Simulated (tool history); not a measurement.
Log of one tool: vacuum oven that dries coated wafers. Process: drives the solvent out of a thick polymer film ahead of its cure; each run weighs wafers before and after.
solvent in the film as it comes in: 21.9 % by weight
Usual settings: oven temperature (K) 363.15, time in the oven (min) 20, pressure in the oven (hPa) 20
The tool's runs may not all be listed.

{"run": 1, "hour": 0.0, "oven temperature (K)": 363.15, "time in the oven (min)": 20, "pressure in the oven (hPa)": 20, "solvent left in the film (%)": 3.65}
{"run": 2, "hour": 15.8, "oven temperature (K)": 363.15, "time in the oven (min)": 20, "pressure in the oven (hPa)": 20, "solvent left in the film (%)": 3.64}
{"run": 3, "hour": 39.8, "oven temperature (K)": 363.15, "time in the oven (min)": 15, "pressure in the oven (hPa)": 20, "solvent left in the film (%)": 5.18}
{"run": 4, "hour": 67.2, "oven temperature (K)": 363.15, "time in the oven (min)": 15, "pressure in the oven (hPa)": 20, "solvent left in the film (%)": 5.17}
{"run": 5, "hour": 89.3, "oven temperature (K)": 363.15, "time in the oven (min)": 15, "pressure in the oven (hPa)": 20, "solvent left in the film (%)": 5.18}
{"run": 6, "hour": 106.4, "oven temperature (K)": 363.15, "time in the oven (min)": 15, "pressure in the oven (hPa)": 20, "solvent left in the film (%)": 5.21}
{"run": 7, "hour": 129.0, "oven temperature (K)": 363.15, "time in the oven (min)": 15, "pressure in the oven (hPa)": 20, "solvent left in the film (%)": 5.19}
{"run": 8, "hour": 152.8, "oven temperature (K)": 363.15, "time in the oven (min)": 15, "pressure in the oven (hPa)": 20, "solvent left in the film (%)": 5.2}
{"run": 9, "hour": 168.1, "oven temperature (K)": 363.15, "time in the oven (min)": 15, "pressure in the oven (hPa)": 20, "solvent left in the film (%)": 5.19}
{"run": 10, "hour": 182.2, "oven temperature (K)": 363.15, "time in the oven (min)": 15, "pressure in the oven (hPa)": 20, "solvent left in the film (%)": 5.2}
{"run": 11, "hour": 206.2, "oven temperature (K)": 363.15, "time in the oven (min)": 15, "pressure in the oven (hPa)": 20, "solvent left in the film (%)": 5.19}
{"run": 12, "hour": 235.0, "oven temperature (K)": 363.15, "time in the oven (min)": 15, "pressure in the oven (hPa)": 20, "solvent left in the film (%)": 5.19}
{"run": 13, "hour": 248.5, "oven temperature (K)": 363.15, "time in the oven (min)": 20, "pressure in the oven (hPa)": 50.3, "solvent left in the film (%)": 5.08}
{"run": 14, "hour": 263.1, "oven temperature (K)": 363.15, "time in the oven (min)": 20, "pressure in the oven (hPa)": 20, "solvent left in the film (%)": 3.64}
{"run": 15, "hour": 291.8, "oven temperature (K)": 363.15, "time in the oven (min)": 20, "pressure in the oven (hPa)": 20, "solvent left in the film (%)": 3.61}
{"run": 16, "hour": 315.2, "oven temperature (K)": 363.15, "time in the oven (min)": 20, "pressure in the oven (hPa)": 20, "solvent left in the film (%)": 3.65}
{"run": 17, "hour": 334.9, "oven temperature (K)": 363.15, "time in the oven (min)": 20, "pressure in the oven (hPa)": 19.3, "solvent left in the film (%)": 3.63}
{"run": 18, "hour": 349.2, "oven temperature (K)": 363.15, "time in the oven (min)": 20, "pressure in the oven (hPa)": 20, "solvent left in the film (%)": 3.66}
{"run": 19, "hour": 378.2, "oven temperature (K)": 363.15, "time in the oven (min)": 20, "pressure in the oven (hPa)": 20, "solvent left in the film (%)": 3.64}
{"run": 20, "hour": 410.0, "oven temperature (K)": 363.15, "time in the oven (min)": 20, "pressure in the oven (hPa)": 20, "solvent left in the film (%)": 3.66}
{"run": 21, "hour": 435.5, "oven temperature (K)": 363.15, "time in the oven (min)": 20, "pressure in the oven (hPa)": 20, "solvent left in the film (%)": 3.63}
{"run": 22, "hour": 459.7, "oven temperature (K)": 363.15, "time in the oven (min)": 20, "pressure in the oven (hPa)": 20, "solvent left in the film (%)": 3.65}
{"run": 23, "hour": 492.0, "oven temperature (K)": 363.15, "time in the oven (min)": 20, "pressure in the oven (hPa)": 20, "solvent left in the film (%)": 3.64}
{"run": 24, "hour": 516.3, "oven temperature (K)": 363.15, "time in the oven (min)": 20, "pressure in the oven (hPa)": 20, "solvent left in the film (%)": 3.64}
{"run": 25, "hour": 531.7, "oven temperature (K)": 357.15, "time in the oven (min)": 29, "pressure in the oven (hPa)": 10.3, "solvent left in the film (%)": 3}
{"run": 26, "hour": 561.2, "oven temperature (K)": 351.15, "time in the oven (min)": 29, "pressure in the oven (hPa)": 11.7, "solvent left in the film (%)": 4.92}
{"run": 27, "hour": 589.3, "oven temperature (K)": 351.15, "time in the oven (min)": 29, "pressure in the oven (hPa)": 11.7, "solvent left in the film (%)": 4.93}
{"run": 28, "hour": 613.8, "oven temperature (K)": 363.15, "time in the oven (min)": 13, "pressure in the oven (hPa)": 19.8, "solvent left in the film (%)": 6.02}
{"run": 29, "hour": 632.1, "oven temperature (K)": 367.15, "time in the oven (min)": 22, "pressure in the oven (hPa)": 20, "solvent left in the film (%)": 2.29}
{"run": 30, "hour": 661.2, "oven temperature (K)": 370.15, "time in the oven (min)": 13, "pressure in the oven (hPa)": 20, "solvent left in the film (%)": 3.89}
{"run": 31, "hour": 691.5, "oven temperature (K)": 370.15, "time in the oven (min)": 13, "pressure in the oven (hPa)": 20, "solvent left in the film (%)": 3.85}
{"run": 32, "hour": 710.1, "oven temperature (K)": 358.15, "time in the oven (min)": 27, "pressure in the oven (hPa)": 20, "solvent left in the film (%)": 3.61}
{"run": 33, "hour": 728.3, "oven temperature (K)": 363.15, "time in the oven (min)": 14, "pressure in the oven (hPa)": 14.8, "solvent left in the film (%)": 5.37}
{"run": 34, "hour": 755.2, "oven temperature (K)": 368.15, "time in the oven (min)": 13, "pressure in the oven (hPa)": 58.4, "solvent left in the film (%)": 5.8}
{"run": 35, "hour": 781.6, "oven temperature (K)": 368.15, "time in the oven (min)": 13, "pressure in the oven (hPa)": 58.4, "solvent left in the film (%)": 5.85}
{"run": 36, "hour": 804.7, "oven temperature (K)": 376.15, "time in the oven (min)": 29, "pressure in the oven (hPa)": 44.6, "solvent left in the film (%)": 1.57}
{"run": 37, "hour": 828.9, "oven temperature (K)": 376.15, "time in the oven (min)": 29, "pressure in the oven (hPa)": 44.6, "solvent left in the film (%)": 1.57}
{"run": 38, "hour": 846.2, "oven temperature (K)": 374.15, "time in the oven (min)": 19, "pressure in the oven (hPa)": 51.7, "solvent left in the film (%)": 2.61}
{"run": 39, "hour": 867.6, "oven temperature (K)": 374.15, "time in the oven (min)": 19, "pressure in the oven (hPa)": 51.7, "solvent left in the film (%)": 2.61}
{"run": 40, "hour": 889.9, "oven temperature (K)": 350.15, "time in the oven (min)": 17, "pressure in the oven (hPa)": 43.8, "solvent left in the film (%)": 10.35}
{"run": 41, "hour": 917.8, "oven temperature (K)": 350.15, "time in the oven (min)": 35, "pressure in the oven (hPa)": 43.8, "solvent left in the film (%)": 6.63}
{"run": 42, "hour": 948.4, "oven temperature (K)": 363.15, "time in the oven (min)": 20, "pressure in the oven (hPa)": 20, "solvent left in the film (%)": 3.64}
{"run": 43, "hour": 975.7, "oven temperature (K)": 363.15, "time in the oven (min)": 20, "pressure in the oven (hPa)": 20, "solvent left in the film (%)": 3.66}
{"run": 44, "hour": 1004.6, "oven temperature (K)": 363.15, "time in the oven (min)": 20, "pressure in the oven (hPa)": 20, "solvent left in the film (%)": 3.66}
{"run": 45, "hour": 1027.8, "oven temperature (K)": 371.15, "time in the oven (min)": 16, "pressure in the oven (hPa)": 20, "solvent left in the film (%)": 2.62}
{"run": 46, "hour": 1043.3, "oven temperature (K)": 363.15, "time in the oven (min)": 21, "pressure in the oven (hPa)": 15.3, "solvent left in the film (%)": 3.19}
{"hour": 1050.6, "done": "oven's thermocouples calibrated"}
{"run": 47, "hour": 1059.2, "oven temperature (K)": 348.15, "time in the oven (min)": 11, "pressure in the oven (hPa)": 57, "solvent left in the film (%)": 13.82}

Forecast each of these 4 alternatives for the next run:
{"run": "A", "hour": 1087.8, "oven temperature (K)": 363.15, "time in the oven (min)": 20, "pressure in the oven (hPa)": 14.8, "solvent left in the film (%)": "?"}
{"run": "B", "hour": 1087.8, "oven temperature (K)": 349.15, "time in the oven (min)": 19, "pressure in the oven (hPa)": 10.6, "solvent left in the film (%)": "?"}
{"run": "C", "hour": 1087.8, "oven temperature (K)": 363.15, "time in the oven (min)": 12, "pressure in the oven (hPa)": 14.1, "solvent left in the film (%)": "?"}
{"run": "D", "hour": 1087.8, "oven temperature (K)": 363.15, "time in the oven (min)": 20, "pressure in the oven (hPa)": 73.4, "solvent left in the film (%)": "?"}

run=A solvent_left_in_the_film_(%)=3.4
run=B solvent_left_in_the_film_(%)=8.14
run=C solvent_left_in_the_film_(%)=6.31
run=D solvent_left_in_the_film_(%)=6.13
Without the tool's hidden state the same runs would have given:
run=A solvent_left_in_the_film_(%)=3.4
run=B solvent_left_in_the_film_(%)=8.14
run=C solvent_left_in_the_film_(%)=6.31
run=D solvent_left_in_the_film_(%)=6.13

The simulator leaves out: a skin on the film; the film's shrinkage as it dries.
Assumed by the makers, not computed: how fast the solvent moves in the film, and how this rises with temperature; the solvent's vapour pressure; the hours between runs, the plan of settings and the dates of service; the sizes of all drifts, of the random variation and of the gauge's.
